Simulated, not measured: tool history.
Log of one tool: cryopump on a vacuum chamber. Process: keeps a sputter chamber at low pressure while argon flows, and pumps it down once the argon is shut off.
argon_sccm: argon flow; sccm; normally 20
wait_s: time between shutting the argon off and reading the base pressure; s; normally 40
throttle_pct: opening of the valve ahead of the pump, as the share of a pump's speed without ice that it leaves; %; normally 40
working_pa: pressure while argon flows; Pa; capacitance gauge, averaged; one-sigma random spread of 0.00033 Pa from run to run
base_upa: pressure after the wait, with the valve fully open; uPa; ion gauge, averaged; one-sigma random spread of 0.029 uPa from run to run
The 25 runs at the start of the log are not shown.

run    hour  argon_sccm  wait_s  throttle_pct  working_pa  base_upa
 26  1676.9          12      53            21      0.0466      2.23
 27  1745.3          12      53            21      0.0468      2.35
 28  1809.9          10      87            36      0.0232      1.95
 29  1865.4          10      87            36      0.0231      2.07
 30  1920.3          20      40            27      0.0613       2.7
 31  1988.2          22      40            20        0.09      2.73
 32    2054          24      58            15      0.1309       2.4
 33  2099.7          24      58            15      0.1307      2.44

5 options for the next run, each taken on its own from the tool as it stands now. Forecast them:
     2179.8  -- leaking fittings of the chamber tightened, without venting
  A  2179.8          16      58            38           ?         ?
     2179.8  -- leaking fittings of the chamber tightened, without venting
  B  2179.8          18      41            15           ?         ?
     2179.8  -- leaking fittings of the chamber tightened, without venting
  C  2179.8          24      58            44           ?         ?
     2179.8  -- leaking fittings of the chamber tightened, without venting
  D  2179.8          24      46            15           ?         ?
     2179.8  -- leaking fittings of the chamber tightened, without venting
  E  2179.8           9      40            16           ?         ?

run  working_pa  base_upa
  A      0.0352      1.01
  B      0.0993      1.38
  C      0.0469      1.04
  D      0.1309      1.22
  E      0.0464      1.39
Without the tool's unlogged condition, the same runs would have read:
run  working_pa  base_upa
  A      0.0335      0.99
  B      0.0973      1.35
  C      0.0443      1.02
  D      0.1283      1.19
  E      0.0454      1.36

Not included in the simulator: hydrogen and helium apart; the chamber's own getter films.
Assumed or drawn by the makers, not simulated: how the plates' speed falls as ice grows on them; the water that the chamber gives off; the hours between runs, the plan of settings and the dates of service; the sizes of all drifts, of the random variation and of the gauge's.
